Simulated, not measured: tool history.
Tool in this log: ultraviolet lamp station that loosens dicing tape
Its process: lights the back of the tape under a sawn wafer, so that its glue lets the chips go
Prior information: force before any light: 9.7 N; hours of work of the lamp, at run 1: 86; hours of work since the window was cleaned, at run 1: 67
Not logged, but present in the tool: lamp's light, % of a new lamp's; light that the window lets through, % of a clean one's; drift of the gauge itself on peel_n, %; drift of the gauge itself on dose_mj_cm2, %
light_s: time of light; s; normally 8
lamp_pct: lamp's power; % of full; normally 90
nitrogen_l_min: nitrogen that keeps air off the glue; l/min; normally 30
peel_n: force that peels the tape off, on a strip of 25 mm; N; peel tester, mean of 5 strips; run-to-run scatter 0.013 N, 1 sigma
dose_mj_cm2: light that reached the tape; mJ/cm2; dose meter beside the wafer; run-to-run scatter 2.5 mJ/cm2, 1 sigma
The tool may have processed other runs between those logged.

run     day  light_s  lamp_pct  nitrogen_l_min  hours of work of the lamp  hours of work since the window was cleaned  peel_n  dose_mj_cm2
  1       0        8        90              30                         86                                          67     0.6          315
  2   0.279        8        90              30                         91                                          71    0.63          310
  3   0.679        8        90              30                         97                                          78   0.604          310
  4   1.025        8        90              30                        103                                          84   0.609          311
  5     1.2        8        90              30                        106                                          86   0.595          306
  6   1.454        8        90              30                        110                                          91   0.619          307
  7   1.796        8        90              30                        116                                          96   0.618          302
  8   2.158        8        97              30                        122                                         102   0.506          330
  9   2.488        8        97              30                        127                                         108    0.51          334
 10   2.854        8        97              30                        133                                         114    0.51          336
 11   3.208        8        97              30                        139                                         120   0.517          333
 12   3.512        8        82              30                        144                                         125   0.726          280
 13   3.833        8        90              30                        150                                         130   0.617          311
 14   4.212        8        90              30                        156                                         136   0.612          306
 15   4.388        8        68              30                        159                                         139   1.051          231
 16   4.562        8        68              30                        162                                         142   1.047          235
 17   4.954        9        90              30                        168                                         149   0.483          349
 18   5.188        9        90              30                        172                                         152   0.474          348
 19     5.5        8        90              30                        177                                         157   0.622          306
 20   5.788        8        90              30                        182                                         162   0.612          303
 21   6.004        8        90              30                        186                                         166   0.607          311
 22   6.304        8        90              30                        190                                         171   0.596          307
 23   6.721        6        61              12                        197                                         178   3.029          156
 24   6.962        6        61              12                        201                                         182   2.945          158
 25   7.225        5        83              42                        206                                         186   1.531          178
 26   7.608        5        83              16                        212                                         192   2.304          178
 27    7.85        5        85              11                        216                                         196   2.556          186
 28   8.067        5        72              52                        220                                         200   1.672          153
 29   8.304        5        72               9                        224                                         204   3.409          149
 30   8.675       10        94              13                        230                                         210   0.595          403
 31   8.925        8        71              11                        234                                         214   1.647          241
 32   9.312        7        60              14                        240                                         221    2.39          179
 33   9.667        7        65              37                        246                                         226   1.322          198
 34   9.921        7        65              37                        250                                         231    1.31          193
     10.121  -- window cleaned of glue's vapour
 35  10.121        7        65              37                        253                                           0   1.361          195
 36  10.517        7        90              30                        260                                           7   0.786          268
 37  10.708        7        90              30                        263                                          10   0.787          271
 38  10.975       14        81              44                        267                                          14   0.269          485
 39  11.225       11        70              20                        272                                          18   0.672          338
 40  11.417       13        63              39                        275                                          21   0.426          350
 41  11.729       13        63              39                        280                                          27   0.433          353
 42  12.154       13        63              39                        287                                          34   0.426          351
 43  12.525       13        63              39                        293                                          40   0.433          351
 44    12.7        5        79              19                        296                                          43   2.302          167

Hidden state at the last listed run before each entry between runs and at the first one after, where it differs:
From run 34 to run 35: window cleaned of glue's vapour (day 10.121)
  light that the window lets through, % of a clean one's: 99.9 -> 100

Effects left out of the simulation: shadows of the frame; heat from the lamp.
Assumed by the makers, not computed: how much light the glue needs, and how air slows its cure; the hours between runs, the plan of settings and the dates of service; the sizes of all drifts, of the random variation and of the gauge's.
